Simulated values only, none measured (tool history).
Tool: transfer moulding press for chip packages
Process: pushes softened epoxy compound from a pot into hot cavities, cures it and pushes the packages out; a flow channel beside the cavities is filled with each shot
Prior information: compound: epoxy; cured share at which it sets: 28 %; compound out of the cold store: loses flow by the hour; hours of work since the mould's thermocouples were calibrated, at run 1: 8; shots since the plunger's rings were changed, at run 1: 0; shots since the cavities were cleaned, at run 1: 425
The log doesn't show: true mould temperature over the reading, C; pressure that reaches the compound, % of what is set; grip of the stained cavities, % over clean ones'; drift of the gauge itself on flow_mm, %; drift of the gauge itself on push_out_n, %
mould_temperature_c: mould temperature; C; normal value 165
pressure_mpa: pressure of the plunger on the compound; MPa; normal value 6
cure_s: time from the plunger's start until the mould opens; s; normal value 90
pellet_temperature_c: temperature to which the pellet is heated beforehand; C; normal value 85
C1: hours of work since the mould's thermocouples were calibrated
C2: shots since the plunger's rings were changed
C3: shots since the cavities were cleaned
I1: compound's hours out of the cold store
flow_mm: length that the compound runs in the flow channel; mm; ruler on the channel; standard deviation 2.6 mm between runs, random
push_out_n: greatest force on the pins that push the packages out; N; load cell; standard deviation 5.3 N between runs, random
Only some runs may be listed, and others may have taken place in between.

Run 1, hour 0: usual settings; C1 8; C2 0; C3 425; I1 29.7. Result: flow_mm 667 mm, push_out_n 254 N.
At hour 44.7: cavities cleaned with cleaning compound and waxed.
Run 2, hour 44.7: usual settings but pressure_mpa 4.99 MPa; C1 41; C2 658; C3 0; I1 40.7. Result: flow_mm 573 mm, push_out_n 174 N.
Run 3, hour 82.7: usual settings but pressure_mpa 5.28 MPa; C1 70; C2 1237; C3 579; I1 42.1. Result: flow_mm 588 mm, push_out_n 288 N.
At hour 117.3: cavities cleaned with cleaning compound and waxed.
Run 4, hour 122.5: usual settings but pellet_temperature_c 79 C; C1 100; C2 1821; C3 79; I1 31.8. Result: flow_mm 654 mm, push_out_n 197 N.
Run 5, hour 159.7: usual settings but pressure_mpa 4.95 MPa, pellet_temperature_c 79 C; C1 128; C2 2388; C3 646; I1 42.2. Result: flow_mm 559 mm, push_out_n 291 N.
Run 6, hour 184.4: usual settings but pressure_mpa 4.95 MPa, pellet_temperature_c 79 C; C1 147; C2 2764; C3 1022; I1 35.3. Result: flow_mm 579 mm, push_out_n 318 N.
At hour 192.8: cavities cleaned with cleaning compound and waxed.
Run 7, hour 232: usual settings but pellet_temperature_c 91 C; C1 183; C2 3466; C3 596; I1 15.2. Result: flow_mm 694 mm, push_out_n 270 N.
Run 8, hour 252.6: usual settings; C1 199; C2 3781; C3 911; I1 27. Result: flow_mm 646 mm, push_out_n 299 N.
At hour 267.6: cavities cleaned with cleaning compound and waxed.
Run 9, hour 281.7: usual settings; C1 220; C2 4201; C3 215; I1 39.2. Result: flow_mm 612 mm, push_out_n 223 N.
Run 10, hour 318.9: usual settings but cure_s 112 s; C1 248; C2 4768; C3 782; I1 24.4. Result: flow_mm 654 mm, push_out_n 254 N.
At hour 340.5: cavities cleaned with cleaning compound and waxed.
At hour 371.1: plunger's sealing rings changed.
Run 11, hour 371.1: usual settings but mould_temperature_c 164 C; C1 285; C2 0; C3 428; I1 15.1. Result: flow_mm 724 mm, push_out_n 261 N.
Run 12, hour 399.1: usual settings but pressure_mpa 6.61 MPa; C1 307; C2 427; C3 855; I1 45.6. Result: flow_mm 640 mm, push_out_n 293 N.
At hour 418.8: cavities cleaned with cleaning compound and waxed.
Run 13, hour 427.8: usual settings; C1 328; C2 842; C3 138; I1 11.4. Result: flow_mm 726 mm, push_out_n 206 N.
Run 14, hour 452.6: usual settings; C1 347; C2 1219; C3 515; I1 28.7. Result: flow_mm 661 mm, push_out_n 270 N.
At hour 493.8: cavities cleaned with cleaning compound and waxed.
Run 15, hour 497: usual settings; C1 380; C2 1872; C3 47; I1 30.3. Result: flow_mm 656 mm, push_out_n 184 N.

Forecast run 16:
Run 16, hour 540.2: usual settings; C1 413; C2 2531; C3 706; I1 25.9. Result: flow_mm ?, push_out_n ?.

{"run 16": {"flow_mm": 659, "push_out_n": 298}}
The same run, on a tool lacking any hidden state, would have yielded flow_mm 678 mm, push_out_n 186 N.
